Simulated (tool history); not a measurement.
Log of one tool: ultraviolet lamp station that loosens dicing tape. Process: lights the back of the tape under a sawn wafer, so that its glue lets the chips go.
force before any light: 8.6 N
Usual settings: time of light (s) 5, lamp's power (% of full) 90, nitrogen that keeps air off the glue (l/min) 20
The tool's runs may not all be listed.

run     day  time of light (s)  lamp's power (% of full)  nitrogen that keeps air off the glue (l/min)  force that peels the tape off (N)  light that reached the tape (mJ/cm²)
  1       0                  5                        90                                            20                               0.54                                   347
  2   1.425                  5                        90                                            20                              0.586                                   341
  3   2.696                  5                        90                                            29                              0.459                                   331
  4   3.738                  2                        90                                            29                               2.32                                   132
  5   4.762                  5                        93                                            20                              0.545                                   341
  6   6.208                  5                        93                                            20                              0.557                                   338
  7   6.875                  4                        90                                            20                              0.966                                   254
  8   8.288                  4                        90                                            20                              1.003                                   259
  9   9.375                  4                        90                                            20                              0.995                                   255
 10  10.229                  4                        90                                            20                              1.008                                   254
 11  10.921                  4                        90                                            20                              1.027                                   254
     11.608  -- window cleaned of glue's vapour
 12    12.2                  4                        90                                            20                              1.115                                   238
 13  13.625                  4                        90                                            20                              1.144                                   236
 14  14.271                  4                        90                                            20                              1.152                                   234
 15    15.2                  6                        90                                            20                              0.522                                   353
     15.771  -- window cleaned of glue's vapour, once more
 16  16.333                  5                        90                                            20                              0.585                                   328
 17  17.688                  5                        90                                            20                              0.633                                   326
 18   19.25                  5                        90                                            20                              0.632                                   323
 19  20.838                  5                        90                                            20                              0.654                                   319
 20  21.883                  5                        90                                            20                              0.655                                   318
 21    22.6                  5                        79                                            20                               0.85                                   277
 22    23.4                  5                        85                                            15                              0.968                                   294
 23   24.25                  9                        85                                             9                              0.446                                   533
 24  25.262                  6                        76                                            24                              0.578                                   314
 25  26.162                  6                        88                                            18                              0.539                                   360
 26  27.729                  6                        88                                            18                              0.533                                   352
 27  29.221                  5                        80                                            29                               0.73                                   264
 28  30.471                  9                        71                                            20                              0.367                                   417
 29  31.112                  6                        61                                            10                              1.822                                   241
 30  32.158                  2                        90                                            25                              2.883                                   118
 31  33.142                  2                        90                                            37                               2.42                                   116
 32  34.496                  2                        90                                            37                              2.454                                   114
 33   35.25                  8                        90                                            20                              0.319                                   458
 34  36.696                  8                        90                                            20                              0.317                                   450
 35  37.542                  4                        99                                            15                              1.341                                   247
 36   38.65                  4                        99                                            15                              1.322                                   248
 37  39.825                  4                        99                                            15                              1.338                                   244
 38  40.962                  2                        78                                            15                              4.231                                   100
 39  42.192                  2                        90                                             9                              4.171                                   104
 40   42.95                  3                        74                                             8                              3.817                                   131

Hidden state or all else? Some run-to-run changes of force that peels the tape off (N), split into what the settings, what came in and random variation would give without the hidden state, and what is left for the hidden state (with any gauge scatter that isn't in both results):
The hidden state here: lamp's light, % of a new lamp's; light that the window lets through, % of a clean one's; drift of the gauge itself on peel_n, %; drift of the gauge itself on dose_mj_cm2, %.
Run 3 -> 4: time of light (s) 5 -> 2. force that peels the tape off (N) +1.861: hidden state +0.26, all else +1.601.
Run 28 -> 29: time of light (s) 9 -> 6, lamp's power (% of full) 71 -> 61, nitrogen that keeps air off the glue (l/min) 20 -> 10. force that peels the tape off (N) +1.455: hidden state +0.484, all else +0.971.
Run 32 -> 33: time of light (s) 2 -> 8, nitrogen that keeps air off the glue (l/min) 37 -> 20. force that peels the tape off (N) -2.135: hidden state -0.652, all else -1.483.
Run 34 -> 35: time of light (s) 8 -> 4, lamp's power (% of full) 90 -> 99, nitrogen that keeps air off the glue (l/min) 20 -> 15. force that peels the tape off (N) +1.024: hidden state +0.472, all else +0.552.
Run 37 -> 38: time of light (s) 4 -> 2, lamp's power (% of full) 99 -> 78. force that peels the tape off (N) +2.893: hidden state +0.432, all else +2.461.
